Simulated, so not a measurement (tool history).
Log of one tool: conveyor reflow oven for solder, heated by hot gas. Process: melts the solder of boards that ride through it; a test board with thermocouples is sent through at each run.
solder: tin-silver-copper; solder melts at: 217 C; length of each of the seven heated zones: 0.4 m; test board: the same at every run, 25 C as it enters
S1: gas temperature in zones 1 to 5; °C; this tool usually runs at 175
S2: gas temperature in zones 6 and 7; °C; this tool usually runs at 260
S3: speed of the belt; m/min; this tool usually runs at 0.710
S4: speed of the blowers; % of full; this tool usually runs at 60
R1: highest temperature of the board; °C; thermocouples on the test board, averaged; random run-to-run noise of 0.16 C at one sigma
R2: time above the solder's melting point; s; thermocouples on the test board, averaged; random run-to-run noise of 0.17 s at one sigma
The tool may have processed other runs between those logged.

{"run": 1, "hour": 0.0, "S1": 175, "S2": 260, "S3": 0.71, "S4": 60, "R1": 244.8, "R2": 45.6}
{"run": 2, "hour": 26.7, "S1": 175, "S2": 274, "S3": 0.71, "S4": 60, "R1": 256.9, "R2": 53.7}
{"run": 3, "hour": 45.2, "S1": 175, "S2": 274, "S3": 0.71, "S4": 60, "R1": 256.5, "R2": 53.7}
{"run": 4, "hour": 65.9, "S1": 175, "S2": 260, "S3": 0.71, "S4": 65, "R1": 245.8, "R2": 47.0}
{"run": 5, "hour": 80.9, "S1": 180, "S2": 260, "S3": 0.71, "S4": 60, "R1": 245.4, "R2": 48.2}
{"run": 6, "hour": 97.9, "S1": 175, "S2": 260, "S3": 0.71, "S4": 60, "R1": 244.5, "R2": 45.5}
{"run": 7, "hour": 112.4, "S1": 175, "S2": 260, "S3": 0.637, "S4": 60, "R1": 247.4, "R2": 54.3}
{"run": 8, "hour": 144.6, "S1": 175, "S2": 260, "S3": 0.637, "S4": 60, "R1": 247.4, "R2": 54.4}
{"run": 9, "hour": 174.4, "S1": 175, "S2": 260, "S3": 0.637, "S4": 60, "R1": 247.3, "R2": 54.3}
{"run": 10, "hour": 200.5, "S1": 175, "S2": 260, "S3": 0.71, "S4": 65, "R1": 245.6, "R2": 47.2}
{"run": 11, "hour": 229.6, "S1": 175, "S2": 260, "S3": 0.71, "S4": 65, "R1": 245.8, "R2": 46.4}
{"run": 12, "hour": 254.0, "S1": 175, "S2": 260, "S3": 0.752, "S4": 60, "R1": 242.1, "R2": 40.3}
{"run": 13, "hour": 267.4, "S1": 175, "S2": 260, "S3": 0.645, "S4": 60, "R1": 246.9, "R2": 53.0}
{"run": 14, "hour": 299.7, "S1": 175, "S2": 260, "S3": 0.71, "S4": 60, "R1": 244.2, "R2": 44.8}
{"run": 15, "hour": 318.7, "S1": 175, "S2": 260, "S3": 0.71, "S4": 60, "R1": 244.1, "R2": 45.0}
{"run": 16, "hour": 334.7, "S1": 175, "S2": 260, "S3": 0.71, "S4": 60, "R1": 243.6, "R2": 45.3}
{"hour": 352.5, "done": "belt drive overhauled, speed set with a stopwatch"}
{"run": 17, "hour": 353.0, "S1": 175, "S2": 260, "S3": 0.71, "S4": 60, "R1": 243.5, "R2": 43.7}
{"run": 18, "hour": 367.7, "S1": 162, "S2": 258, "S3": 0.725, "S4": 81, "R1": 244.5, "R2": 41.6}
{"run": 19, "hour": 397.8, "S1": 175, "S2": 265, "S3": 0.71, "S4": 56, "R1": 246.0, "R2": 45.6}
{"run": 20, "hour": 420.9, "S1": 175, "S2": 270, "S3": 0.678, "S4": 58, "R1": 252.8, "R2": 52.9}
{"run": 21, "hour": 438.5, "S1": 175, "S2": 270, "S3": 0.678, "S4": 58, "R1": 252.6, "R2": 53.1}
{"hour": 455.3, "done": "flux residue cleaned out of gas plates and filters"}
{"run": 22, "hour": 459.0, "S1": 175, "S2": 270, "S3": 0.678, "S4": 58, "R1": 254.5, "R2": 55.0}
{"run": 23, "hour": 487.7, "S1": 176, "S2": 260, "S3": 0.684, "S4": 60, "R1": 246.6, "R2": 49.2}
{"run": 24, "hour": 517.4, "S1": 173, "S2": 275, "S3": 0.806, "S4": 70, "R1": 256.9, "R2": 46.4}
{"run": 25, "hour": 536.3, "S1": 173, "S2": 260, "S3": 0.806, "S4": 70, "R1": 244.4, "R2": 38.5}
{"run": 26, "hour": 553.7, "S1": 181, "S2": 260, "S3": 0.806, "S4": 72, "R1": 246.4, "R2": 42.7}
{"run": 27, "hour": 586.5, "S1": 177, "S2": 261, "S3": 0.79, "S4": 69, "R1": 246.1, "R2": 42.2}
{"run": 28, "hour": 612.2, "S1": 177, "S2": 261, "S3": 0.79, "S4": 69, "R1": 245.8, "R2": 41.8}
{"run": 29, "hour": 643.4, "S1": 184, "S2": 272, "S3": 0.71, "S4": 60, "R1": 257.1, "R2": 56.1}
{"run": 30, "hour": 661.6, "S1": 175, "S2": 260, "S3": 0.834, "S4": 60, "R1": 239.6, "R2": 33.1}
{"run": 31, "hour": 675.6, "S1": 175, "S2": 258, "S3": 0.834, "S4": 90, "R1": 246.3, "R2": 40.5}
{"run": 32, "hour": 691.5, "S1": 177, "S2": 273, "S3": 0.71, "S4": 60, "R1": 256.4, "R2": 53.8}

Each row is a separate what-if for the run after 32, all from the same tool condition, not one after another. Results?
{"run": "A", "hour": 711.9, "S1": 177, "S2": 273, "S3": 0.671, "S4": 71, "R1": "?", "R2": "?"}
{"run": "B", "hour": 711.9, "S1": 167, "S2": 260, "S3": 0.71, "S4": 60, "R1": "?", "R2": "?"}
{"run": "C", "hour": 711.9, "S1": 162, "S2": 273, "S3": 0.71, "S4": 60, "R1": "?", "R2": "?"}

run=A R1=261.3 R2=60.3
run=B R1=243.1 R2=41.4
run=C R1=253.6 R2=47.5
Without the tool's unlogged condition, the same runs would have read:
run=A R1=261.4 R2=60.4
run=B R1=243.2 R2=41.8
run=C R1=253.8 R2=47.8
